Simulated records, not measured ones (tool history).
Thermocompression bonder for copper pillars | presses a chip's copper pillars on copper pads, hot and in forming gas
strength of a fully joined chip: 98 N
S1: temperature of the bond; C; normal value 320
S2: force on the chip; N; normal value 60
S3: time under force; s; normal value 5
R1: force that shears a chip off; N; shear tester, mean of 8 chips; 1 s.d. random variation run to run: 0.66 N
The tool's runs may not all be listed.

run	hour	S1	S2	S3	R1
1	0.0	320	60	5	44.0
2	89.4	320	60	4	38.7
3	130.4	320	60	5	43.6
4	175.4	320	60	9	52.9
5	213.6	320	60	9	54.2
6	282.8	320	60	9	52.8
7	346.8	320	60	5	43.5
8	417.6	320	60	5	43.2
# hour 436.1: forming gas filter changed
9	485.0	320	60	5	42.2
10	565.7	320	60	5	42.7
11	608.6	320	60	5	43.5
12	663.3	320	60	7	48.9
13	742.3	320	60	7	48.1
14	824.9	320	60	7	48.2
15	900.0	320	60	7	47.9
16	990.9	335	60	11	66.8
17	1033.2	320	38	5	29.5
18	1118.2	322	83	5	56.6
# hour 1126.3: forming gas filter changed
19	1187.7	299	57	8	36.6
20	1264.6	321	44	8	40.3
21	1319.3	321	39	8	36.9
22	1365.9	321	39	8	36.7
23	1420.5	335	87	5	67.0
24	1492.2	335	87	5	67.6
25	1535.6	322	77	5	53.2
26	1582.7	328	77	5	58.0
# hour 1612.8: heater calibrated with a thermocouple chip
27	1634.2	320	67	9	56.7
28	1714.2	318	60	5	42.4

Below are 5 alternative next runs, each starting from the tool's condition after run 28. Predict each:
A	1784.3	301	83	5	?
B	1784.3	305	67	11	?
C	1784.3	318	60	3	?
D	1784.3	327	45	12	?
E	1784.3	319	43	3	?

run	R1
A	43.3
B	51.1
C	33.0
D	49.4
E	26.0
Had the tool no hidden state, the same runs would have come out as:
run	R1
A	43.7
B	51.6
C	33.3
D	49.8
E	26.3

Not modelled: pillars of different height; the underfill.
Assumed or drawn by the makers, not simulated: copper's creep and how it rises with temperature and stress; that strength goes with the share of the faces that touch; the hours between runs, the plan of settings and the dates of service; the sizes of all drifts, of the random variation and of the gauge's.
